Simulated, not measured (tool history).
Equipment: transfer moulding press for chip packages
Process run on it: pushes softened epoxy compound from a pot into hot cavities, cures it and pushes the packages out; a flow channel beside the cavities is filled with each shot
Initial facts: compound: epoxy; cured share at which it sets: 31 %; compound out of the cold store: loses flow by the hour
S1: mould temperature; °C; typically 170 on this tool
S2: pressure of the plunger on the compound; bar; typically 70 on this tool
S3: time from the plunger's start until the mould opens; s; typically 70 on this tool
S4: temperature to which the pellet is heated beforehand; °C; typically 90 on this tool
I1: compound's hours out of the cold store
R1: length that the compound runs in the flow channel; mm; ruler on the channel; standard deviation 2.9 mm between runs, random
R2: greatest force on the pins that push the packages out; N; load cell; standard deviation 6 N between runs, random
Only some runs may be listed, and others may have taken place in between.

run 1 hour=0 | S1=170 S2=70 S3=70 S4=90 | I1=44.2 | R1=757 R2=281
run 2 hour=11.2 | S1=170 S2=70 S3=70 S4=99 | I1=23.2 | R1=795 R2=353
run 3 hour=17.8 | S1=170 S2=70 S3=70 S4=99 | I1=33.5 | R1=780 R2=356
-- hour=22.7 cavities cleaned with cleaning compound and waxed
run 4 hour=30.7 | S1=170 S2=70 S3=70 S4=99 | I1=38.5 | R1=758 R2=263
-- hour=42.7 plunger's sealing rings changed
run 5 hour=43.4 | S1=170 S2=70 S3=70 S4=99 | I1=34.9 | R1=814 R2=329
run 6 hour=50.6 | S1=170 S2=70 S3=70 S4=91 | I1=11.1 | R1=877 R2=368
-- hour=57 cavities cleaned with cleaning compound and waxed
run 7 hour=62.1 | S1=170 S2=70 S3=70 S4=90 | I1=28.9 | R1=828 R2=258
run 8 hour=69.7 | S1=170 S2=70 S3=70 S4=86 | I1=36.5 | R1=812 R2=298
run 9 hour=77.5 | S1=170 S2=70 S3=70 S4=86 | I1=43.3 | R1=794 R2=345
-- hour=89.3 cavities cleaned with cleaning compound and waxed
run 10 hour=89.4 | S1=170 S2=70 S3=70 S4=86 | I1=39.9 | R1=801 R2=232
run 11 hour=97.7 | S1=170 S2=70 S3=70 S4=85 | I1=11.4 | R1=864 R2=286
-- hour=100.2 mould's thermocouples calibrated
run 12 hour=110.1 | S1=170 S2=70 S3=70 S4=90 | I1=31.6 | R1=808 R2=341
run 13 hour=119.4 | S1=170 S2=79.9 S3=70 S4=90 | I1=15.7 | R1=895 R2=378
-- hour=123.7 cavities cleaned with cleaning compound and waxed
-- hour=126.4 mould's thermocouples calibrated, once more
run 14 hour=134.9 | S1=170 S2=79.9 S3=70 S4=90 | I1=18.7 | R1=896 R2=320
run 15 hour=142.8 | S1=175 S2=63.9 S3=102 S4=97 | I1=10.2 | R1=797 R2=264
run 16 hour=148.2 | S1=175 S2=58.1 S3=61 S4=81 | I1=34.6 | R1=712 R2=370
-- hour=157.3 cavities cleaned with cleaning compound and waxed
run 17 hour=159.6 | S1=175 S2=58.1 S3=61 S4=81 | I1=45.4 | R1=687 R2=253
run 18 hour=169.6 | S1=175 S2=58.1 S3=61 S4=81 | I1=39.9 | R1=696 R2=315
run 19 hour=181.7 | S1=178 S2=57.5 S3=61 S4=94 | I1=47.3 | R1=665 R2=320
-- hour=189 cavities cleaned with cleaning compound and waxed
run 20 hour=191.5 | S1=178 S2=85.2 S3=61 S4=94 | I1=39.6 | R1=824 R2=204
run 21 hour=200.8 | S1=170 S2=64.9 S3=70 S4=83 | I1=9.1 | R1=808 R2=319
run 22 hour=205.8 | S1=166 S2=52 S3=70 S4=92 | I1=20.2 | R1=717 R2=447

Run 23 comes next. What will it give?
run 23 hour=217.7 | S1=171 S2=79 S3=70 S4=90 | I1=38.3 | R1=? R2=?

R1: 814 mm
R2: 378 N
Take away the tool's hidden state, keep the run-to-run variation as it was, and the same run would have given R1 868 mm, R2 216 N.
